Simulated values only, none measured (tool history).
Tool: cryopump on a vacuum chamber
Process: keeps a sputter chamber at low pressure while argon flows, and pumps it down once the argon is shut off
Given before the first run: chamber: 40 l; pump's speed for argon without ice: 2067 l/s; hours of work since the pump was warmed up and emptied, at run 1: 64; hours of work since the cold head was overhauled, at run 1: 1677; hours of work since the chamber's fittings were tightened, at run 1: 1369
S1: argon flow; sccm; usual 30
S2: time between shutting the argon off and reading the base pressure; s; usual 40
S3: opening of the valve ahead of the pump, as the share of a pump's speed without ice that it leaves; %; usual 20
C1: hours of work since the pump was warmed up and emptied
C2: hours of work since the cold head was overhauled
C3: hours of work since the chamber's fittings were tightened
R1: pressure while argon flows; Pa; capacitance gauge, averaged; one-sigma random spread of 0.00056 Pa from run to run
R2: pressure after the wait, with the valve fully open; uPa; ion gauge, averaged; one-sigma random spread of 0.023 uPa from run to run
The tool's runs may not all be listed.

Run 1, hour 0.0: usual settings; C1 64; C2 1677; C3 1369. Result: R1 0.1242 Pa, R2 0.93 uPa.
Run 2, hour 79.6: usual settings but S1 33 sccm; C1 109; C2 1722; C3 1415. Result: R1 0.1368 Pa, R2 0.96 uPa.
Run 3, hour 170.1: usual settings but S1 33 sccm, S2 119 s; C1 160; C2 1773; C3 1466. Result: R1 0.1371 Pa, R2 0.57 uPa.
Run 4, hour 255.1: usual settings but S3 50 %; C1 208; C2 1822; C3 1514. Result: R1 0.0521 Pa, R2 0.99 uPa.
Run 5, hour 339.9: usual settings but S3 50 %; C1 256; C2 1870; C3 1562. Result: R1 0.0534 Pa, R2 0.95 uPa.
Run 6, hour 423.4: usual settings but S3 50 %; C1 303; C2 1917; C3 1609. Result: R1 0.0552 Pa, R2 1.01 uPa.
Run 7, hour 502.5: usual settings but S2 23 s; C1 348; C2 1962; C3 1654. Result: R1 0.1296 Pa, R2 1.41 uPa.
At hour 565.0: pump warmed up, emptied and cooled again.
Run 8, hour 589.9: usual settings but S2 23 s; C1 14; C2 2008; C3 1701. Result: R1 0.1234 Pa, R2 1.37 uPa.
Run 9, hour 658.1: usual settings but S1 14 sccm, S2 33 s, S3 57 %; C1 53; C2 2047; C3 1739. Result: R1 0.0202 Pa, R2 1.03 uPa.
Run 10, hour 734.0: usual settings but S1 23 sccm, S2 33 s, S3 47 %; C1 96; C2 2090; C3 1782. Result: R1 0.0417 Pa, R2 1.07 uPa.
Run 11, hour 813.3: usual settings but S1 23 sccm, S2 33 s, S3 24 %; C1 141; C2 2135; C3 1827. Result: R1 0.0797 Pa, R2 1.11 uPa.
Run 12, hour 883.9: usual settings but S1 23 sccm, S2 33 s, S3 24 %; C1 181; C2 2175; C3 1867. Result: R1 0.0814 Pa, R2 1.16 uPa.
Run 13, hour 940.2: usual settings but S1 14 sccm, S2 33 s, S3 40 %; C1 212; C2 2207; C3 1899. Result: R1 0.0305 Pa, R2 1.13 uPa.
Run 14, hour 1038.1: usual settings but S1 14 sccm, S2 65 s, S3 40 %; C1 268; C2 2262; C3 1954. Result: R1 0.0310 Pa, R2 0.84 uPa.
Run 15, hour 1085.6: usual settings but S1 13 sccm, S2 207 s, S3 54 %; C1 295; C2 2289; C3 1981. Result: R1 0.0216 Pa, R2 0.63 uPa.
Run 16, hour 1152.2: usual settings but S1 13 sccm, S2 207 s, S3 54 %; C1 333; C2 2327; C3 2019. Result: R1 0.0226 Pa, R2 0.67 uPa.

Measured result minus the same run's result without the hidden state. Both carry the same run-to-run variation, though not necessarily the same gauge scatter:
Hidden state present: pump's speed, % of a pump's without ice; cold plate's temperature, K; leak into the chamber, uPa l/s; drift of the gauge itself on working_pa, %; drift of the gauge itself on base_upa, %.
run       R1     R2
  1  +0.0016  +0.22
  2  +0.0025  +0.23
  3  +0.0034  +0.25
  4  +0.0039  +0.28
  5  +0.0048  +0.29
  6  +0.0058  +0.31
  7  +0.0067  +0.33
  8  +0.0006  +0.25
  9  +0.0006  +0.26
 10  +0.0014  +0.27
 11  +0.0020  +0.29
 12  +0.0025  +0.31
 13  +0.0017  +0.32
 14  +0.0022  +0.34
 15  +0.0024  +0.36
 16  +0.0027  +0.39

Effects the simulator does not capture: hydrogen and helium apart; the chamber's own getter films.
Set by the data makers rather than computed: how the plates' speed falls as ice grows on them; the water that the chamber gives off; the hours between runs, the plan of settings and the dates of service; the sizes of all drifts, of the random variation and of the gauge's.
